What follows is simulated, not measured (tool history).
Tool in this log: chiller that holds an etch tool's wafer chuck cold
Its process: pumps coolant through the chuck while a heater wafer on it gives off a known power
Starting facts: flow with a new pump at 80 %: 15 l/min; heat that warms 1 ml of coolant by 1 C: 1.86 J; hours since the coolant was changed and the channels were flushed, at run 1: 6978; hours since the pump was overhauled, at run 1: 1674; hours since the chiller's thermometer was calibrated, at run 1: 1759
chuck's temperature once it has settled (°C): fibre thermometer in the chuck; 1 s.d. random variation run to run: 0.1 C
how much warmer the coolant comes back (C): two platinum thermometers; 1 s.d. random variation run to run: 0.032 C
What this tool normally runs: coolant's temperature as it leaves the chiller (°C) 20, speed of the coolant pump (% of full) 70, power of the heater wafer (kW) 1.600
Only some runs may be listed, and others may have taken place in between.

run     day  coolant's temperature as it leaves the chiller (°C)  speed of the coolant pump (% of full)  power of the heater wafer (kW)  hours since the coolant was changed and the channels were flushed  hours since the pump was overhauled  hours since the chiller's thermometer was calibrated  chuck's temperature once it has settled (°C)  how much warmer the coolant comes back (C)
  1   0.000                                                   20                                     70                           1.600                                                               6978                                 1674                                                  1759                                          38.6                                        3.94
  2   1.988                                                   16                                     70                           1.600                                                               7026                                 1721                                                  1807                                          34.7                                        3.95
  3   4.408                                                   16                                     70                           1.600                                                               7084                                 1779                                                  1865                                          34.6                                        3.98
  4   6.629                                                   15                                     70                           1.600                                                               7137                                 1833                                                  1918                                          33.5                                        4.08
  5   7.904                                                   15                                     70                           1.600                                                               7168                                 1863                                                  1949                                          33.7                                        4.01
  6   9.425                                                   15                                     70                           1.600                                                               7204                                 1900                                                  1985                                          33.7                                        4.07
  7  10.646                                                   15                                     70                           1.600                                                               7234                                 1929                                                  2015                                          33.7                                        4.07
  8  12.521                                                   15                                     70                           1.600                                                               7279                                 1974                                                  2060                                          33.4                                        4.09
  9  14.650                                                   15                                     70                           1.600                                                               7330                                 2025                                                  2111                                          33.7                                        4.10
 10  16.567                                                   14                                     70                           1.600                                                               7376                                 2071                                                  2157                                          32.7                                        4.09
 11  18.575                                                   20                                     70                           1.600                                                               7424                                 2119                                                  2205                                          38.7                                        4.09
 12  20.467                                                   20                                     70                           2.120                                                               7469                                 2165                                                  2250                                          44.8                                        5.43
 13  21.867                                                   20                                     70                           2.120                                                               7503                                 2198                                                  2284                                          44.7                                        5.47
 14  23.425                                                   20                                     70                           2.120                                                               7540                                 2236                                                  2321                                          44.8                                        5.43
 15  24.912                                                   20                                     70                           2.120                                                               7576                                 2272                                                  2357                                          44.6                                        5.50
     27.008  -- gauge calibrated
 16  27.008                                                   20                                     70                           2.120                                                               7626                                 2322                                                  2407                                          44.8                                        5.24
 17  28.383                                                   20                                     70                           2.120                                                               7659                                 2355                                                  2440                                          44.8                                        5.25
 18  30.346                                                   19                                     69                           1.600                                                               7706                                 2402                                                  2487                                          37.8                                        4.01
 19  31.467                                                   13                                     77                           1.823                                                               7733                                 2429                                                  2514                                          32.7                                        4.10
 20  33.517                                                   13                                     77                           1.823                                                               7783                                 2478                                                  2564                                          32.7                                        4.18
 21  34.871                                                   13                                     80                           1.726                                                               7815                                 2510                                                  2596                                          31.1                                        3.76
 22  36.229                                                   13                                     83                           0.975                                                               7848                                 2543                                                  2629                                          23.0                                        2.15
 23  38.275                                                   13                                     83                           0.975                                                               7897                                 2592                                                  2678                                          23.2                                        2.16
 24  40.642                                                   18                                     66                           0.975                                                               7954                                 2649                                                  2735                                          30.0                                        2.66
 25  42.538                                                   20                                     60                           1.025                                                               7999                                 2694                                                  2780                                          33.6                                        3.15
 26  44.596                                                   19                                     69                           1.441                                                               8048                                 2744                                                  2829                                          36.1                                        3.73
 27  47.221                                                   19                                     69                           1.441                                                               8111                                 2807                                                  2892                                          36.1                                        3.79
 28  49.192                                                   17                                     70                           2.189                                                               8159                                 2854                                                  2940                                          42.5                                        5.64
 29  51.083                                                   22                                     75                           1.535                                                               8204                                 2900                                                  2985                                          39.0                                        3.74
 30  53.379                                                   22                                     97                           1.535                                                               8259                                 2955                                                  3040                                          35.8                                        2.95
 31  55.979                                                   20                                     76                           1.600                                                               8322                                 3017                                                  3103                                          37.4                                        3.89
 32  58.438                                                   20                                     76                           1.600                                                               8381                                 3076                                                  3162                                          37.5                                        3.91
 33  60.417                                                   20                                     70                           1.764                                                               8428                                 3124                                                  3209                                          40.5                                        4.70

What if the next run were any one of these 3? Each begins from the tool's condition after run 33:
  A  61.579                                                   16                                     70                           1.988                                                               8456                                 3152                                                  3237                                             ?                                           ?
  B  61.579                                                   20                                     64                           1.764                                                               8456                                 3152                                                  3237                                             ?                                           ?
  C  61.579                                                   11                                     81                           1.033                                                               8456                                 3152                                                  3237                                             ?                                           ?

run  chuck's temperature once it has settled (°C)  how much warmer the coolant comes back (C)
  A                                          39.2                                        5.25
  B                                          42.3                                        5.09
  C                                          21.6                                        2.53
The same runs, with their run-to-run variation unchanged, on a tool lacking any hidden condition would have given:
run  chuck's temperature once it has settled (°C)  how much warmer the coolant comes back (C)
  A                                          39.1                                        4.93
  B                                          42.3                                        4.77
  C                                          21.6                                        2.21
